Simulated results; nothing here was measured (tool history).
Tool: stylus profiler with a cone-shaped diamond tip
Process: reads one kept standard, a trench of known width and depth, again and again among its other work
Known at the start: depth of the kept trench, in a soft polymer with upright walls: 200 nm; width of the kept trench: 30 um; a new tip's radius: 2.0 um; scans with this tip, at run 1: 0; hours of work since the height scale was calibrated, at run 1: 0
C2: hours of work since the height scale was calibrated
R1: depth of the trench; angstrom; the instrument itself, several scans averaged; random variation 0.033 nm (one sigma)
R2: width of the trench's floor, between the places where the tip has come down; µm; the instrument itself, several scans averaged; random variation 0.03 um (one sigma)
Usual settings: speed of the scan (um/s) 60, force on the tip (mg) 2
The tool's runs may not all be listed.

Run 1, hour 0: usual settings; scans with this tip 0; C2 0. Result: R1 2021.3 angstrom, R2 28.11 µm.
Run 2, hour 86.2: usual settings; scans with this tip 703; C2 49. Result: R1 2020.8 angstrom, R2 28.02 µm.
Run 3, hour 177.4: usual settings but force on the tip (mg) 0.74; scans with this tip 1447; C2 100. Result: R1 2010.3 angstrom, R2 27.82 µm.
Run 4, hour 234.6: usual settings; scans with this tip 1913; C2 132. Result: R1 2020.6 angstrom, R2 27.91 µm.
Run 5, hour 281.1: usual settings; scans with this tip 2292; C2 158. Result: R1 2020.3 angstrom, R2 27.93 µm.
Run 6, hour 360.7: usual settings; scans with this tip 2942; C2 203. Result: R1 2019.9 angstrom, R2 27.82 µm.
Run 7, hour 460.5: usual settings; scans with this tip 3756; C2 260. Result: R1 2020.2 angstrom, R2 27.79 µm.
Run 8, hour 557.7: usual settings; scans with this tip 4549; C2 314. Result: R1 2019.6 angstrom, R2 27.72 µm.
Run 9, hour 601.9: usual settings; scans with this tip 4909; C2 339. Result: R1 2020.2 angstrom, R2 27.71 µm.
Run 10, hour 667.1: usual settings; scans with this tip 5441; C2 376. Result: R1 2019.5 angstrom, R2 27.69 µm.
Run 11, hour 742.4: usual settings but speed of the scan (um/s) 49; scans with this tip 6055; C2 419. Result: R1 2019 angstrom, R2 27.6 µm.
Run 12, hour 831.4: usual settings but speed of the scan (um/s) 49, force on the tip (mg) 5.83; scans with this tip 6781; C2 469. Result: R1 2042 angstrom, R2 27.62 µm.
Run 13, hour 898.2: usual settings but speed of the scan (um/s) 49, force on the tip (mg) 5.83; scans with this tip 7326; C2 506. Result: R1 2040.9 angstrom, R2 27.67 µm.
Run 14, hour 947.6: usual settings but speed of the scan (um/s) 228; scans with this tip 7729; C2 534. Result: R1 2018.7 angstrom, R2 26.96 µm.
Run 15, hour 1036.5: usual settings but speed of the scan (um/s) 194; scans with this tip 8454; C2 584. Result: R1 2018.3 angstrom, R2 27.01 µm.
Run 16, hour 1114.3: usual settings but speed of the scan (um/s) 194; scans with this tip 9088; C2 628. Result: R1 2017.2 angstrom, R2 26.94 µm.
Run 17, hour 1191.2: usual settings but force on the tip (mg) 0.9; scans with this tip 9716; C2 672. Result: R1 2008.5 angstrom, R2 27.33 µm.
Run 18, hour 1285.7: usual settings but speed of the scan (um/s) 41, force on the tip (mg) 0.9; scans with this tip 10487; C2 725. Result: R1 2008.6 angstrom, R2 27.38 µm.
Run 19, hour 1360.9: usual settings but speed of the scan (um/s) 143; scans with this tip 11100; C2 767. Result: R1 2017.1 angstrom, R2 27.03 µm.
At hour 1367.1: height scale calibrated on a step standard.
Run 20, hour 1465.2: usual settings; scans with this tip 11946; C2 55. Result: R1 2015.2 angstrom, R2 27.24 µm.
Run 21, hour 1545.3: usual settings; scans with this tip 12600; C2 100. Result: R1 2015 angstrom, R2 27.19 µm.
At hour 1602.5: height scale calibrated on a step standard, once more.
Run 22, hour 1611.1: usual settings; scans with this tip 13133; C2 5. Result: R1 2022.6 angstrom, R2 27.27 µm.
Run 23, hour 1666.1: usual settings but force on the tip (mg) 5.02; scans with this tip 13581; C2 36. Result: R1 2040.7 angstrom, R2 27.29 µm.
Run 24, hour 1719.5: usual settings but speed of the scan (um/s) 193; scans with this tip 14017; C2 66. Result: R1 2021.8 angstrom, R2 26.68 µm.
Run 25, hour 1781.9: usual settings but speed of the scan (um/s) 202, force on the tip (mg) 4.16; scans with this tip 14526; C2 101. Result: R1 2036 angstrom, R2 26.82 µm.
Run 26, hour 1832.8: usual settings but speed of the scan (um/s) 16, force on the tip (mg) 3.01; scans with this tip 14941; C2 130. Result: R1 2028.4 angstrom, R2 27.28 µm.
Run 27, hour 1929.6: usual settings but speed of the scan (um/s) 107, force on the tip (mg) 2.29; scans with this tip 15730; C2 184. Result: R1 2022.8 angstrom, R2 26.92 µm.
Run 28, hour 2022: usual settings but speed of the scan (um/s) 107, force on the tip (mg) 2.29; scans with this tip 16484; C2 236. Result: R1 2023.7 angstrom, R2 26.92 µm.

Forecast run 29:
Run 29, hour 2124.3: usual settings but speed of the scan (um/s) 125, force on the tip (mg) 0.83; scans with this tip 17319; C2 294. Result: R1 ?, R2 ?.

{"run 29": {"R1": 2011.1, "R2": 26.51}}
Without the tool's hidden state the same run would have given R1 2012.1 angstrom, R2 27.54 µm.

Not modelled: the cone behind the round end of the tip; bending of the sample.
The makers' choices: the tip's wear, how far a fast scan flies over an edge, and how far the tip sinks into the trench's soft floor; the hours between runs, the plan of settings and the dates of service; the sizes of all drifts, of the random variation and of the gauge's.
